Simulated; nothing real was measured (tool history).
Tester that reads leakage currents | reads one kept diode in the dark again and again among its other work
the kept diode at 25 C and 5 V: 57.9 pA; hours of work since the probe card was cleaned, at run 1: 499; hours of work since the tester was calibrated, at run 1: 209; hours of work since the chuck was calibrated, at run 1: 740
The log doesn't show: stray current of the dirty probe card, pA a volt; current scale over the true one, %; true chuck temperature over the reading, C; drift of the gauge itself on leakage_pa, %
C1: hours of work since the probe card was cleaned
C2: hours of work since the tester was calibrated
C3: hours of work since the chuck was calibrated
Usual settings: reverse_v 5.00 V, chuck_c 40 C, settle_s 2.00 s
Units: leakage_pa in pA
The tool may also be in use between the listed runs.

Run 1, day 0.000: usual settings; C1 499; C2 209; C3 740. Result: leakage_pa 207.25 pA.
Run 2, day 7.829: usual settings but chuck_c 25 C; C1 648; C2 357; C3 889. Result: leakage_pa 55.05 pA.
Run 3, day 14.971: usual settings but chuck_c 25 C; C1 783; C2 492; C3 1024. Result: leakage_pa 54.57 pA.
Run 4, day 22.717: usual settings but chuck_c 25 C; C1 930; C2 639; C3 1171. Result: leakage_pa 54.14 pA.
Run 5, day 31.854: usual settings; C1 1103; C2 812; C3 1344. Result: leakage_pa 200.33 pA.
Run 6, day 40.738: usual settings but reverse_v 8.51 V; C1 1271; C2 981; C3 1512. Result: leakage_pa 262.69 pA.
Run 7, day 45.846: usual settings but reverse_v 8.51 V; C1 1368; C2 1077; C3 1609. Result: leakage_pa 263.67 pA.
Run 8, day 53.196: usual settings; C1 1507; C2 1217; C3 1748. Result: leakage_pa 195.34 pA.
Run 9, day 60.033: usual settings; C1 1637; C2 1346; C3 1878. Result: leakage_pa 193.44 pA.
Run 10, day 66.512: usual settings but settle_s 3.84 s; C1 1760; C2 1469; C3 2001. Result: leakage_pa 191.72 pA.
At day 73.454: chuck's temperature calibrated.
Run 11, day 74.767: usual settings but settle_s 3.84 s; C1 1914; C2 1624; C3 25. Result: leakage_pa 218.86 pA.
Run 12, day 82.525: usual settings but chuck_c 47 C, settle_s 1.31 s; C1 2061; C2 1771; C3 172. Result: leakage_pa 385.11 pA.
Run 13, day 88.100: usual settings but chuck_c 47 C, settle_s 1.31 s; C1 2167; C2 1876; C3 278. Result: leakage_pa 382.16 pA.

Forecast run 14:
Run 14, day 95.492: usual settings but chuck_c 47 C, settle_s 1.31 s; C1 2307; C2 2016; C3 418. Result: leakage_pa ?.

{"run 14": {"leakage_pa": 378.74}}
Without the tool's hidden state the same run would have given leakage_pa 385.86 pA.

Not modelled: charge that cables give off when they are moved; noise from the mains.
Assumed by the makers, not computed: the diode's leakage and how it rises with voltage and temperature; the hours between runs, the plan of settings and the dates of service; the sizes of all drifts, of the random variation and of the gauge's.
